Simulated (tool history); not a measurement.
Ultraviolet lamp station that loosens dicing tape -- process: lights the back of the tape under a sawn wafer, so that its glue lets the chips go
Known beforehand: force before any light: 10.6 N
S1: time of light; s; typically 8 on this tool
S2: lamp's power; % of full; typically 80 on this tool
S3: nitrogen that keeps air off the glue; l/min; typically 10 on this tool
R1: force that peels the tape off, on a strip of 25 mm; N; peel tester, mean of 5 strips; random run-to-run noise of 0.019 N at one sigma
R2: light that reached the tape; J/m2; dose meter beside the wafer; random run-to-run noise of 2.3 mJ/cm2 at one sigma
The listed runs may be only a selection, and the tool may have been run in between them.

run,hour,S1,S2,S3,R1,R2
1,0.0,8,80,10,1.112,2140
2,10.4,8,80,10,1.138,2170
3,15.4,8,80,10,1.143,2200
4,21.1,8,80,10,1.155,2140
5,31.3,8,80,10,1.121,2140
6,38.7,8,80,10,1.175,2130
7,48.9,8,80,10,1.142,2120
8,56.8,8,80,10,1.167,2090
9,64.4,8,80,10,1.160,2120
10,70.6,8,80,10,1.145,2130
11,76.5,8,80,10,1.171,2150
12,84.3,8,63,10,1.841,1630
13,91.6,8,80,10,1.186,2110
14,97.7,8,80,10,1.160,2160
15,104.5,8,69,10,1.461,1830
16,109.1,8,69,10,1.563,1850
17,120.1,8,69,10,1.617,1780
18,129.9,6,97,13,1.214,1860

Predict the results of run 19:
19,138.8,6,97,13,?,?

{"run 19": {"R1": 1.236, "R2": 1900}}
On a tool with no hidden condition, and with the same random variation, this run would have come out at R1 0.975 N, R2 2130 J/m2.

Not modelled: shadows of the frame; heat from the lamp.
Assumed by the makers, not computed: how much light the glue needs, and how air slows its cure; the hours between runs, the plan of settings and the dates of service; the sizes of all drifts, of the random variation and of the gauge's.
